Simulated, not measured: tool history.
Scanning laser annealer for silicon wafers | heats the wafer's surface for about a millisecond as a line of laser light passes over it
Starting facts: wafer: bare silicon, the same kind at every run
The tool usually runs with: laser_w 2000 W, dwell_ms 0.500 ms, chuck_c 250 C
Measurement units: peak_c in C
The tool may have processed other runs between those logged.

{"run": 1, "day": 0.0, "laser_w": 2000, "dwell_ms": 0.5, "chuck_c": 250, "peak_c": 1035}
{"run": 2, "day": 1.508, "laser_w": 2000, "dwell_ms": 0.5, "chuck_c": 250, "peak_c": 1035}
{"run": 3, "day": 3.875, "laser_w": 2000, "dwell_ms": 0.5, "chuck_c": 250, "peak_c": 1034}
{"run": 4, "day": 6.471, "laser_w": 2057, "dwell_ms": 0.5, "chuck_c": 250, "peak_c": 1056}
{"run": 5, "day": 8.546, "laser_w": 2000, "dwell_ms": 0.5, "chuck_c": 250, "peak_c": 1032}
{"run": 6, "day": 10.75, "laser_w": 2000, "dwell_ms": 0.5, "chuck_c": 250, "peak_c": 1034}
{"run": 7, "day": 13.246, "laser_w": 2000, "dwell_ms": 0.5, "chuck_c": 250, "peak_c": 1030}
{"run": 8, "day": 15.196, "laser_w": 1927, "dwell_ms": 0.5, "chuck_c": 250, "peak_c": 1007}
{"day": 17.446, "done": "window over the wafer cleaned"}
{"day": 17.654, "done": "optics aligned, line set to its width"}
{"run": 9, "day": 17.804, "laser_w": 1927, "dwell_ms": 0.5, "chuck_c": 250, "peak_c": 1003}
{"run": 10, "day": 20.567, "laser_w": 1927, "dwell_ms": 0.5, "chuck_c": 250, "peak_c": 1007}
{"run": 11, "day": 21.908, "laser_w": 2000, "dwell_ms": 0.5, "chuck_c": 243, "peak_c": 1027}
{"run": 12, "day": 23.479, "laser_w": 2000, "dwell_ms": 0.5, "chuck_c": 243, "peak_c": 1024}
{"run": 13, "day": 26.538, "laser_w": 1898, "dwell_ms": 0.413, "chuck_c": 247, "peak_c": 919}
{"run": 14, "day": 28.108, "laser_w": 2103, "dwell_ms": 0.413, "chuck_c": 239, "peak_c": 985}
{"run": 15, "day": 30.404, "laser_w": 2072, "dwell_ms": 0.413, "chuck_c": 268, "peak_c": 999}
{"run": 16, "day": 32.092, "laser_w": 2000, "dwell_ms": 0.5, "chuck_c": 232, "peak_c": 1013}
{"run": 17, "day": 34.3, "laser_w": 2150, "dwell_ms": 0.376, "chuck_c": 230, "peak_c": 956}
{"run": 18, "day": 36.454, "laser_w": 2071, "dwell_ms": 0.357, "chuck_c": 279, "peak_c": 959}
{"run": 19, "day": 37.9, "laser_w": 2000, "dwell_ms": 0.434, "chuck_c": 288, "peak_c": 1014}
{"run": 20, "day": 39.4, "laser_w": 1776, "dwell_ms": 0.612, "chuck_c": 231, "peak_c": 1003}
{"run": 21, "day": 41.996, "laser_w": 2000, "dwell_ms": 0.573, "chuck_c": 275, "peak_c": 1117}
{"run": 22, "day": 43.404, "laser_w": 2184, "dwell_ms": 0.573, "chuck_c": 275, "peak_c": 1189}

Each row is a separate what-if for the run after 22, all from the same tool condition, not one after another. Results?
{"run": "A", "day": 44.808, "laser_w": 2000, "dwell_ms": 0.56, "chuck_c": 250, "peak_c": "?"}
{"run": "B", "day": 44.808, "laser_w": 2028, "dwell_ms": 0.367, "chuck_c": 212, "peak_c": "?"}
{"run": "C", "day": 44.808, "laser_w": 2023, "dwell_ms": 0.529, "chuck_c": 224, "peak_c": "?"}
{"run": "D", "day": 44.808, "laser_w": 2000, "dwell_ms": 0.41, "chuck_c": 250, "peak_c": "?"}

run=A peak_c=1080
run=B peak_c=890
run=C peak_c=1037
run=D peak_c=953
The same runs, with their run-to-run variation unchanged, on a tool lacking any hidden condition would have given:
run=A peak_c=1081
run=B peak_c=890
run=C peak_c=1038
run=D peak_c=954

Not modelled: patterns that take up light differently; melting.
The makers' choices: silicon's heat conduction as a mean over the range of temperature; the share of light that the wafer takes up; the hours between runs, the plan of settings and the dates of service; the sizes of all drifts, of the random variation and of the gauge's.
